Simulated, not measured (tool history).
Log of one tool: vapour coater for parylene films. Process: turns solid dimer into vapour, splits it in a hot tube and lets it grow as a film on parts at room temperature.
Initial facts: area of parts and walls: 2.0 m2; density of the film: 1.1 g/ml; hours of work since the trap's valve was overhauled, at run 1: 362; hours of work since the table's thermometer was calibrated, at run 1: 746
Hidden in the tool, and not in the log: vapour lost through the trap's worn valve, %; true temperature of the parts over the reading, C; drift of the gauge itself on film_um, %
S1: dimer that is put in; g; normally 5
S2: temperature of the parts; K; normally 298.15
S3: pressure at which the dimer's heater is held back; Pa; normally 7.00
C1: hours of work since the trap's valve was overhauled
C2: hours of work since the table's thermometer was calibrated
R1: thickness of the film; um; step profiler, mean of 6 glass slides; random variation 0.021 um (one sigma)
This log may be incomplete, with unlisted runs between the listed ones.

run    hour  S1      S2     S3   C1    C2    R1
  1     0.0   5  298.15   7.00  362   746  1.25
  2    43.3   9  298.15   7.00  394   778  2.15
       92.3  -- trap's valve overhauled
  3   109.8   5  298.15   6.44   13   824  1.12
  4   182.7   5  298.15   6.44   67   878  1.08
  5   249.6   5  298.15   6.44  116   928  1.04
  6   309.2   5  298.15   6.44  160   972  1.05
  7   359.2   5  294.15   7.00  197  1009  1.28
  8   399.2   5  294.15   7.00  227  1038  1.18
  9   437.7   5  296.15   7.00  255  1066  1.10
      461.8  -- trap's valve overhauled, once more
 10   506.5   5  296.15   7.00   33  1114  1.55
 11   595.0   5  298.15   7.00   98  1180  1.36
 12   637.3   5  298.15   7.00  130  1211  1.33
 13   704.7   5  298.15   7.00  179  1261  1.32
 14   768.5   5  298.15   2.31  226  1308  1.56
      838.9  -- table's thermometer calibrated
 15   844.5   5  298.15   7.00  282     4  1.22
 16   888.4   4  298.15   7.00  314    36  1.00
 17   958.6   5  298.15   3.59  366    88  1.35
     1040.6  -- trap's valve overhauled
 18  1045.2   5  298.15   3.59    3   149  1.57
 19  1131.3   5  298.15   3.59   67   213  1.54
 20  1206.3   5  298.15   3.59  122   268  1.54
 21  1259.4   5  298.15   8.26  161   307  1.25
 22  1331.5   5  298.15   9.20  215   361  1.22
 23  1408.4   5  298.15   9.20  271   417  1.17
 24  1456.1   5  292.15  10.92  307   453  1.53
 25  1529.8   4  307.15   4.20  361   507  0.72
     1620.8  -- trap's valve overhauled
 26  1620.8   2  298.15   6.99    0   571  0.57
 27  1685.8   2  298.15   6.99   48   619  0.54
 28  1757.4   5  298.15   2.63  101   672  1.62
 29  1840.2   5  298.15   2.63  162   733  1.59
 30  1907.5   6  292.15   5.78  212   783  2.14
 31  1961.7   6  292.15   5.78  252   823  2.09
 32  2002.8   6  292.15   5.78  282   853  2.06
 33  2051.5   5  303.15   6.27  318   889  1.02
 34  2137.9   2  309.15   7.00  382   953  0.30
     2200.6  -- trap's valve overhauled
 35  2229.7   3  298.15   4.22   21  1018  0.90
 36  2270.1   3  298.15   7.00   51  1047  0.84
 37  2323.9   4  296.15   2.33   91  1087  1.50
 38  2371.7   5  309.15   3.37  126  1122  0.89
 39  2411.4   9  301.15   8.89  156  1152  2.05
 40  2475.1   9  301.15   8.89  203  1199  2.05
 41  2551.9   2  293.15   8.89  259  1255  0.64
 42  2619.1   3  298.15   7.00  309  1305  0.76
     2691.9  -- table's thermometer calibrated
 43  2708.5   3  298.15   7.00  374    12  0.71
     2783.7  -- trap's valve overhauled
 44  2791.7   3  303.15   7.00    6    71  0.67
 45  2842.7   9  303.15   7.00   44   108  1.91
 46  2910.8   3  305.15   7.00   94   159  0.57

Branching from run 46: 3 alternative next runs. What would each branch give?
  A  2951.5   8  304.15  3.06  124  189   ?
  B  2951.5   6  292.15  9.37  124  189   ?
  C  2951.5   5  295.15  2.25  124  189   ?

run    R1
  A  1.83
  B  1.96
  C  1.88
Stripped of hidden state, with their random variation kept, the same runs would have yielded:
run    R1
  A  1.91
  B  2.05
  C  1.97

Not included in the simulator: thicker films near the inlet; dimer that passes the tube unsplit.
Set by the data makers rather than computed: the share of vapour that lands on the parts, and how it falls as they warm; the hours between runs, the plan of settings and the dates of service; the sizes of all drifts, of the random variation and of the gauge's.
